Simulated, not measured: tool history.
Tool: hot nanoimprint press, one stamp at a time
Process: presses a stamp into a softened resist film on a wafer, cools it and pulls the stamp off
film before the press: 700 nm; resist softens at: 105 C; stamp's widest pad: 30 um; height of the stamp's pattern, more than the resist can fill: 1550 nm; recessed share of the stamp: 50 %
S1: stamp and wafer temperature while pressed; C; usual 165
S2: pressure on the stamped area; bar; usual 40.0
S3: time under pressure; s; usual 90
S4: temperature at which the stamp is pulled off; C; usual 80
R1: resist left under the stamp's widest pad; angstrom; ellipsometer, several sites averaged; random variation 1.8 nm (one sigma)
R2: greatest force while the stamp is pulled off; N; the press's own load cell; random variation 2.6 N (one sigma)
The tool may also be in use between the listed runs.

run	hour	S1	S2	S3	S4	R1	R2
1	0.0	165	40.0	90	80	3905	119
# hour 86.4: plate thermocouple calibrated
2	96.2	165	40.0	90	80	3896	122
3	143.0	165	40.0	90	80	3870	117
# hour 196.7: stamp cleaned and given a new release coat
4	228.1	165	40.0	90	80	3899	119
5	297.0	165	40.0	90	82	3900	112
6	368.8	165	40.0	105	80	3716	124
7	421.3	165	40.0	52	80	4531	122
8	490.2	165	40.0	52	80	4517	121
# hour 557.3: stamp cleaned and given a new release coat
9	581.4	165	40.0	90	80	3896	119
10	628.5	156	41.2	72	80	5711	120
11	715.1	156	40.0	90	87	5559	101
12	790.3	160	40.0	160	80	4160	119
13	855.9	163	40.0	90	85	4240	101
14	900.2	166	40.0	121	85	3390	105
# hour 915.5: stamp cleaned and given a new release coat
15	978.1	165	56.2	90	73	3242	141

3 ways to go on from here, each from the tool as it stands after run 15. What would each give?
A	1045.9	158	35.0	90	80	?	?
B	1045.9	165	40.0	65	84	?	?
C	1045.9	171	24.9	90	68	?	?

run	R1	R2
A	5430	117
B	4228	104
C	3783	158
Without the tool's hidden state the same runs would have given:
run	R1	R2
A	5436	117
B	4233	104
C	3789	158
